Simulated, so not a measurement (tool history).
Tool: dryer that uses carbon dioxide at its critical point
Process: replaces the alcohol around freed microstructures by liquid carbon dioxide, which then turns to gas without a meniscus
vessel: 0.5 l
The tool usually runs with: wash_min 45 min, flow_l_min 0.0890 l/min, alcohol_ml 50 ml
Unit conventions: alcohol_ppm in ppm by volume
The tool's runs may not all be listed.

run	day	wash_min	flow_l_min	alcohol_ml	alcohol_ppm
1	0.000	45	0.0890	50	440
2	0.996	45	0.0890	50	442
3	1.567	45	0.0890	50	445
4	2.479	45	0.0890	50	451
5	3.733	45	0.0890	50	450
6	4.992	45	0.0746	50	863
7	6.167	45	0.0919	50	444
8	7.162	45	0.0919	50	435
9	8.238	45	0.0919	50	453
10	9.404	45	0.0919	50	446
11	10.046	29	0.1265	92	1074
12	10.817	53	0.1265	74	246
# day 11.858: purifier's bed changed
13	11.867	27	0.0695	50	6073
14	12.825	49	0.0746	50	436
15	14.092	45	0.0594	76	2838
16	15.333	45	0.0594	76	2863
17	15.983	56	0.0640	39	395
18	16.883	56	0.0640	39	418
# day 17.646: inlet filter changed
19	18.192	59	0.0612	48	296
20	18.933	59	0.0612	48	299

Predict each of these 4 candidate next runs independently; none follows another, all start after run 20:
A	20.138	50	0.1209	48	?
B	20.138	27	0.0612	36	?
C	20.138	59	0.1142	35	?
D	20.138	36	0.0890	95	?

run	alcohol_ppm
A	53
B	4917
C	43
D	1138
Stripped of hidden state, with their random variation kept, the same runs would have yielded:
run	alcohol_ppm
A	18
B	4722
C	9
D	1035
